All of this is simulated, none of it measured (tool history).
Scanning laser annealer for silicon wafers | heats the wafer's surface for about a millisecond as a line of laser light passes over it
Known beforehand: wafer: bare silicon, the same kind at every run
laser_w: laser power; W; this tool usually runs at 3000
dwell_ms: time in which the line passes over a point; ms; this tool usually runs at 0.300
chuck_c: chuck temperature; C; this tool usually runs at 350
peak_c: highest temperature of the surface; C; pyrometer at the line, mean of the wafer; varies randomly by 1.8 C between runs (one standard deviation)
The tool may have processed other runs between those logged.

Run 1, hour 0.0: usual settings. Result: peak_c 1059 C.
Run 2, hour 54.6: usual settings. Result: peak_c 1055 C.
Run 3, hour 118.8: usual settings but dwell_ms 0.328 ms. Result: peak_c 1087 C.
Run 4, hour 152.8: usual settings but chuck_c 323 C. Result: peak_c 1021 C.
Run 5, hour 206.5: usual settings but chuck_c 323 C. Result: peak_c 1018 C.
Run 6, hour 250.0: usual settings but chuck_c 323 C. Result: peak_c 1018 C.
Run 7, hour 311.7: usual settings but chuck_c 323 C. Result: peak_c 1014 C.
Run 8, hour 358.4: usual settings but chuck_c 377 C. Result: peak_c 1066 C.
Run 9, hour 401.3: usual settings but chuck_c 377 C. Result: peak_c 1052 C.
Run 10, hour 469.2: usual settings but chuck_c 377 C. Result: peak_c 1044 C.
Run 11, hour 541.4: usual settings. Result: peak_c 1073 C.
Run 12, hour 596.3: usual settings but laser_w 2806 W. Result: peak_c 1014 C.
Run 13, hour 656.4: usual settings. Result: peak_c 1064 C.
Run 14, hour 725.0: usual settings. Result: peak_c 1065 C.
Run 15, hour 768.6: usual settings. Result: peak_c 1059 C.
Run 16, hour 837.3: usual settings. Result: peak_c 1058 C.
Run 17, hour 906.4: usual settings. Result: peak_c 1056 C.
Run 18, hour 955.2: usual settings but dwell_ms 0.334 ms. Result: peak_c 1094 C.
Run 19, hour 997.9: usual settings. Result: peak_c 1051 C.
Run 20, hour 1059.5: usual settings but dwell_ms 0.212 ms. Result: peak_c 922 C.
Run 21, hour 1122.7: usual settings but dwell_ms 0.212 ms. Result: peak_c 922 C.
Run 22, hour 1191.8: usual settings but laser_w 2619 W, dwell_ms 0.283 ms, chuck_c 370 C. Result: peak_c 934 C.
Run 23, hour 1266.6: usual settings but laser_w 2619 W, dwell_ms 0.213 ms, chuck_c 370 C. Result: peak_c 873 C.
Run 24, hour 1337.4: usual settings but laser_w 2619 W, dwell_ms 0.213 ms, chuck_c 370 C. Result: peak_c 873 C.
Run 25, hour 1381.2: usual settings but laser_w 2619 W, dwell_ms 0.247 ms, chuck_c 370 C. Result: peak_c 913 C.
Run 26, hour 1433.8: usual settings but laser_w 2619 W, dwell_ms 0.247 ms, chuck_c 370 C. Result: peak_c 914 C.
Run 27, hour 1494.5: usual settings but laser_w 2619 W, dwell_ms 0.247 ms, chuck_c 370 C. Result: peak_c 909 C.
Run 28, hour 1561.6: usual settings but laser_w 2619 W, dwell_ms 0.247 ms, chuck_c 370 C. Result: peak_c 906 C.
Run 29, hour 1620.2: usual settings but dwell_ms 0.228 ms, chuck_c 328 C. Result: peak_c 931 C.
Run 30, hour 1692.0: usual settings but laser_w 3266 W, dwell_ms 0.341 ms, chuck_c 344 C. Result: peak_c 1184 C.
Run 31, hour 1757.5: usual settings but laser_w 3053 W, dwell_ms 0.240 ms, chuck_c 333 C. Result: peak_c 960 C.
Run 32, hour 1813.2: usual settings but laser_w 3053 W, dwell_ms 0.240 ms, chuck_c 333 C. Result: peak_c 961 C.
Run 33, hour 1880.6: usual settings but dwell_ms 0.358 ms, chuck_c 375 C. Result: peak_c 1140 C.
Run 34, hour 1917.6: usual settings but laser_w 2765 W, dwell_ms 0.314 ms, chuck_c 385 C. Result: peak_c 1026 C.
Run 35, hour 1985.4: usual settings but laser_w 2765 W, dwell_ms 0.314 ms, chuck_c 385 C. Result: peak_c 1049 C.
Run 36, hour 2047.6: usual settings but laser_w 2843 W, dwell_ms 0.314 ms, chuck_c 385 C. Result: peak_c 1075 C.
Run 37, hour 2119.0: usual settings but laser_w 2730 W, dwell_ms 0.312 ms, chuck_c 385 C. Result: peak_c 1034 C.
Run 38, hour 2195.7: usual settings but laser_w 3133 W, dwell_ms 0.325 ms, chuck_c 348 C. Result: peak_c 1129 C.
Run 39, hour 2237.8: usual settings but laser_w 3133 W, dwell_ms 0.249 ms, chuck_c 348 C. Result: peak_c 1019 C.
Run 40, hour 2282.4: usual settings but laser_w 2949 W, dwell_ms 0.278 ms, chuck_c 360 C. Result: peak_c 1026 C.
Run 41, hour 2359.1: usual settings but laser_w 2949 W, dwell_ms 0.278 ms, chuck_c 360 C. Result: peak_c 1032 C.
Run 42, hour 2437.1: usual settings but laser_w 2949 W, dwell_ms 0.278 ms, chuck_c 360 C. Result: peak_c 1026 C.

Missing from the log above: 5 entries noted between runs. For each, name the pair of listed runs it sits between and say how the tool's hidden condition differs from the listed run just before to the listed run just after:
In the gap between runs 8 and 9: window over the wafer cleaned (hour 388.0)
  light that passes the window, % of a clean one's: 96.06 -> 94.14; laser's true power over the reading, %: 0.04 -> 0.05; width of the line over the set one, %: 1.39 -> 1.42
  measured minus no-state result, peak_c: -41 -> -59 C
In the gap between runs 10 and 11: window over the wafer cleaned, once more (hour 533.3)
  light that passes the window, % of a clean one's: 93.76 -> 99.74; laser's true power over the reading, %: 0.07 -> 0.1; width of the line over the set one, %: 1.48 -> 1.54
  measured minus no-state result, peak_c: -63 -> -9 C
In the gap between runs 22 and 23: window over the wafer cleaned (hour 1255.1)
  light that passes the window, % of a clean one's: 96.11 -> 99.83; laser's true power over the reading, %: 0.32 -> 0.35; width of the line over the set one, %: 2.07 -> 2.14
  measured minus no-state result, peak_c: -34 -> -6 C
In the gap between runs 34 and 35: window over the wafer cleaned (hour 1978.5)
  light that passes the window, % of a clean one's: 96.22 -> 99.71; laser's true power over the reading, %: 0.58 -> 0.6; width of the line over the set one, %: 2.68 -> 2.73
  measured minus no-state result, peak_c: -39 -> -10 C
In the gap between runs 40 and 41: optics aligned, line set to its width (hour 2313.4)
  light that passes the window, % of a clean one's: 98 -> 97.63; laser's true power over the reading, %: 0.7 -> 0.72; width of the line over the set one, %: 2.98 -> 0.08
  measured minus no-state result, peak_c: -25 -> -15 C

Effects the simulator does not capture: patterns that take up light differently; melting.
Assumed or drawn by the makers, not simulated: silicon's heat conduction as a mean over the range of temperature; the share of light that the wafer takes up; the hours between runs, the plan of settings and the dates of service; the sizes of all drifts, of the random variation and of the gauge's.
